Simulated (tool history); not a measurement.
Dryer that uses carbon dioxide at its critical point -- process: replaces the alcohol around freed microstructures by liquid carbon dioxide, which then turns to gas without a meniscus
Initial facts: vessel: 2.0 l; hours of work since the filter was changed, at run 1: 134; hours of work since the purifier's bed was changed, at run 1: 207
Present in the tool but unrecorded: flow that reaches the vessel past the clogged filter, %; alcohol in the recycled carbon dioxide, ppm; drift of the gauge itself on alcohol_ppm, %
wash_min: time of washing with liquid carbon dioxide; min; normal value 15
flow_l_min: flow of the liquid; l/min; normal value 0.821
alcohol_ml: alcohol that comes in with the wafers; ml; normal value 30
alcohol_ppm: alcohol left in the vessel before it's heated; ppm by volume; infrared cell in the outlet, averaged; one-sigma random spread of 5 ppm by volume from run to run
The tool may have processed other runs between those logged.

run,hour,wash_min,flow_l_min,alcohol_ml,hours of work since the filter was changed,hours of work since the purifier's bed was changed,alcohol_ppm
1,0.0,15,0.821,30,134,207,103
2,45.2,15,0.821,30,165,238,133
# hour 55.0: inlet filter changed
3,71.9,15,0.821,24,12,256,81
4,116.5,15,0.821,101,42,287,202
5,161.3,15,0.821,30,73,318,113
6,191.1,15,0.821,30,94,338,112
7,227.9,15,0.821,71,119,364,240
8,266.0,15,0.821,71,145,390,262
# hour 302.5: inlet filter changed
9,308.0,15,0.821,71,4,418,161
10,346.1,15,0.628,24,30,444,216
11,369.7,20,0.821,88,46,461,97
12,410.2,12,0.588,88,74,488,1908
13,447.7,12,0.661,40,100,514,693
14,480.8,11,1.233,30,123,537,130
15,504.1,21,1.233,30,139,553,88
16,532.0,21,1.233,30,158,572,95
# hour 549.9: inlet filter changed
17,559.7,23,0.821,25,7,591,102
18,598.9,23,0.821,25,34,618,108

Per-run results on a tool with no hidden state, each run keeping its own random variation:
run,alcohol_ppm
1,35
2,45
3,34
4,117
5,43
6,29
7,93
8,85
9,88
10,122
11,15
12,1380
13,404
14,16
15,0
16,3
17,6
18,9
